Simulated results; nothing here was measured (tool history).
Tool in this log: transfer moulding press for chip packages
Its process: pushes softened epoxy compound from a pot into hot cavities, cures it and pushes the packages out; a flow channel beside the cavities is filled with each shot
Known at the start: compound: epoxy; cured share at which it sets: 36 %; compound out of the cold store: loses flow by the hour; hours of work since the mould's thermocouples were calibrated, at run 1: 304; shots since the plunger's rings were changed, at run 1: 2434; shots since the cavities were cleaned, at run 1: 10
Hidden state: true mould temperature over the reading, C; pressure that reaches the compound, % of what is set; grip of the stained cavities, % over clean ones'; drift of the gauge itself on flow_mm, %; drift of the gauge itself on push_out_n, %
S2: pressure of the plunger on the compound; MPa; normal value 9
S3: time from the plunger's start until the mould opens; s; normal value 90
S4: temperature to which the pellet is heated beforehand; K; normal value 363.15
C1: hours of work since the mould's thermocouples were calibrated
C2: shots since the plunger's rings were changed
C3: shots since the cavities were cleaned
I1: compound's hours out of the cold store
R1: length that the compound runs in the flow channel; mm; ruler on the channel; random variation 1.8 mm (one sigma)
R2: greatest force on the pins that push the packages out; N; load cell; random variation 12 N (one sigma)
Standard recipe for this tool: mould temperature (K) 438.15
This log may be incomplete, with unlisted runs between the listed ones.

run 1 hour=0 | mould_temperature_(K)=438.15 S2=9 S3=90 S4=363.15 | C1=304 C2=2434 C3=10 | I1=15 | R1=776 R2=546
-- hour=20.9 plunger's sealing rings changed
run 2 hour=22.7 | mould_temperature_(K)=438.15 S2=9 S3=90 S4=363.15 | C1=318 C2=24 C3=282 | I1=37.7 | R1=717 R2=670
run 3 hour=43.5 | mould_temperature_(K)=438.15 S2=9 S3=90 S4=363.15 | C1=334 C2=304 C3=562 | I1=34.7 | R1=724 R2=759
-- hour=60.6 cavities cleaned with cleaning compound and waxed
run 4 hour=65.3 | mould_temperature_(K)=438.15 S2=9 S3=90 S4=363.15 | C1=348 C2=577 C3=64 | I1=14.7 | R1=790 R2=561
-- hour=86.4 mould's thermocouples calibrated
run 5 hour=89.2 | mould_temperature_(K)=438.15 S2=8.11 S3=90 S4=363.15 | C1=2 C2=872 C3=359 | I1=31.7 | R1=691 R2=675
run 6 hour=106.3 | mould_temperature_(K)=438.15 S2=9 S3=90 S4=368.15 | C1=15 C2=1102 C3=589 | I1=36.4 | R1=708 R2=754
run 7 hour=117.9 | mould_temperature_(K)=438.15 S2=9 S3=90 S4=368.15 | C1=23 C2=1258 C3=745 | I1=24.2 | R1=746 R2=791
-- hour=121.2 cavities cleaned with cleaning compound and waxed
run 8 hour=133.2 | mould_temperature_(K)=438.15 S2=9 S3=90 S4=368.15 | C1=33 C2=1444 C3=161 | I1=24.7 | R1=748 R2=612
run 9 hour=146.2 | mould_temperature_(K)=438.15 S2=9 S3=90 S4=368.15 | C1=43 C2=1619 C3=336 | I1=16.9 | R1=771 R2=707
run 10 hour=161.7 | mould_temperature_(K)=438.15 S2=9 S3=90 S4=368.15 | C1=54 C2=1828 C3=545 | I1=40.9 | R1=690 R2=747
-- hour=179.1 cavities cleaned with cleaning compound and waxed
run 11 hour=183.3 | mould_temperature_(K)=438.15 S2=9 S3=117 S4=363.15 | C1=69 C2=2098 C3=57 | I1=24.8 | R1=740 R2=472
run 12 hour=202.8 | mould_temperature_(K)=438.15 S2=9 S3=117 S4=363.15 | C1=83 C2=2360 C3=319 | I1=40.6 | R1=686 R2=568
run 13 hour=225.7 | mould_temperature_(K)=438.15 S2=9 S3=88 S4=363.15 | C1=99 C2=2669 C3=628 | I1=14.6 | R1=770 R2=792
-- hour=229.8 plunger's sealing rings changed
-- hour=239.6 cavities cleaned with cleaning compound and waxed
run 14 hour=245.2 | mould_temperature_(K)=438.15 S2=8.54 S3=90 S4=363.15 | C1=111 C2=187 C3=75 | I1=33.5 | R1=711 R2=569
run 15 hour=268.9 | mould_temperature_(K)=438.15 S2=8.54 S3=90 S4=363.15 | C1=128 C2=507 C3=395 | I1=23.5 | R1=738 R2=742
run 16 hour=282 | mould_temperature_(K)=438.15 S2=8.54 S3=90 S4=363.15 | C1=138 C2=682 C3=570 | I1=19.6 | R1=748 R2=795
-- hour=296.6 cavities cleaned with cleaning compound and waxed
run 17 hour=303.3 | mould_temperature_(K)=438.15 S2=7.17 S3=98 S4=353.15 | C1=152 C2=950 C3=91 | I1=45.1 | R1=612 R2=527
run 18 hour=315.9 | mould_temperature_(K)=438.15 S2=7.17 S3=98 S4=353.15 | C1=161 C2=1119 C3=260 | I1=23.9 | R1=674 R2=622
run 19 hour=339.4 | mould_temperature_(K)=438.15 S2=7.17 S3=98 S4=353.15 | C1=178 C2=1436 C3=577 | I1=39.5 | R1=626 R2=701
run 20 hour=349.3 | mould_temperature_(K)=438.15 S2=7.17 S3=98 S4=372.15 | C1=186 C2=1569 C3=710 | I1=13.8 | R1=696 R2=726
-- hour=354.5 cavities cleaned with cleaning compound and waxed
run 21 hour=370.2 | mould_temperature_(K)=440.15 S2=7.41 S3=90 S4=363.15 | C1=200 C2=1830 C3=212 | I1=30.8 | R1=650 R2=582
run 22 hour=388.1 | mould_temperature_(K)=438.15 S2=8.76 S3=130 S4=363.15 | C1=213 C2=2070 C3=452 | I1=35.6 | R1=693 R2=616
run 23 hour=398.4 | mould_temperature_(K)=438.15 S2=9 S3=122 S4=359.15 | C1=220 C2=2208 C3=590 | I1=36.7 | R1=702 R2=633

Run 24 has not been measured yet. What should we expect?
-- hour=412 cavities cleaned with cleaning compound and waxed
run 24 hour=422.2 | mould_temperature_(K)=435.15 S2=9.23 S3=129 S4=372.15 | C1=237 C2=2509 C3=138 | I1=31.9 | R1=? R2=?

Run 24 measured R1 732 mm, R2 502 N.
With no hidden state in the tool, this same run would have given R1 759 mm, R2 436 N.
